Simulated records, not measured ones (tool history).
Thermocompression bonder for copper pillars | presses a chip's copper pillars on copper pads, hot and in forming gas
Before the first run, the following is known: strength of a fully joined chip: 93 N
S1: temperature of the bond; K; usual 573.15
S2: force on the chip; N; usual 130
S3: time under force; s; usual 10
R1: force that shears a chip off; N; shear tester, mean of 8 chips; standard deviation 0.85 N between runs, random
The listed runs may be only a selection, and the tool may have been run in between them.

| run | hour | S1 | S2 | S3 | R1 |
|---|---|---|---|---|---|
| 1 | 0 | 573.15 | 130 | 10 | 61.7 |
| 2 | 7.5 | 573.15 | 130 | 10 | 61.4 |
| 3 | 13.4 | 573.15 | 130 | 7 | 55.6 |
| 4 | 19.3 | 573.15 | 130 | 7 | 54.9 |
| 5 | 27.7 | 573.15 | 130 | 7 | 53.9 |
| 6 | 38.4 | 573.15 | 130 | 7 | 55.1 |
| 7 | 48.3 | 573.15 | 130 | 7 | 53.1 |
| 8 | 53.4 | 573.15 | 130 | 7 | 53 |
|  | 61.1 | forming gas filter changed |
| 9 | 63 | 573.15 | 130 | 10 | 66.5 |
| 10 | 72.8 | 573.15 | 130 | 10 | 65.5 |
| 11 | 82.9 | 573.15 | 130 | 10 | 65.7 |
| 12 | 91.6 | 573.15 | 130 | 10 | 62.6 |
| 13 | 103.3 | 573.15 | 130 | 10 | 63.8 |
| 14 | 111.4 | 573.15 | 130 | 10 | 63.2 |
| 15 | 119.5 | 584.15 | 91 | 11 | 54.6 |
| 16 | 129.3 | 584.15 | 91 | 11 | 54.2 |
| 17 | 136.7 | 585.15 | 130 | 10 | 68.9 |
| 18 | 148.5 | 573.15 | 130 | 24 | 73 |
| 19 | 159.9 | 573.15 | 167 | 8 | 68.5 |
| 20 | 171 | 573.15 | 167 | 8 | 68.4 |
| 21 | 179 | 546.15 | 163 | 8 | 50.6 |
| 22 | 185.4 | 546.15 | 163 | 8 | 50.6 |
| 23 | 195.8 | 546.15 | 163 | 8 | 49.2 |
| 24 | 202.4 | 573.15 | 78 | 15 | 44.5 |

Alternative continuations, all from the tool just after run 24; predict every row:
| A | 208.1 | 573.15 | 130 | 18 | ? |
| B | 208.1 | 600.15 | 78 | 15 | ? |
| C | 208.1 | 597.15 | 179 | 10 | ? |
| D | 208.1 | 567.15 | 132 | 11 | ? |
| E | 208.1 | 570.15 | 81 | 15 | ? |

| run | R1 |
|---|---|
| A | 65.6 |
| B | 56.7 |
| C | 78.4 |
| D | 58.4 |
| E | 43.2 |
Had the tool no hidden state, the same runs would have come out as:
| run | R1 |
|---|---|
| A | 76 |
| B | 66 |
| C | 88.5 |
| D | 68.6 |
| E | 51.6 |

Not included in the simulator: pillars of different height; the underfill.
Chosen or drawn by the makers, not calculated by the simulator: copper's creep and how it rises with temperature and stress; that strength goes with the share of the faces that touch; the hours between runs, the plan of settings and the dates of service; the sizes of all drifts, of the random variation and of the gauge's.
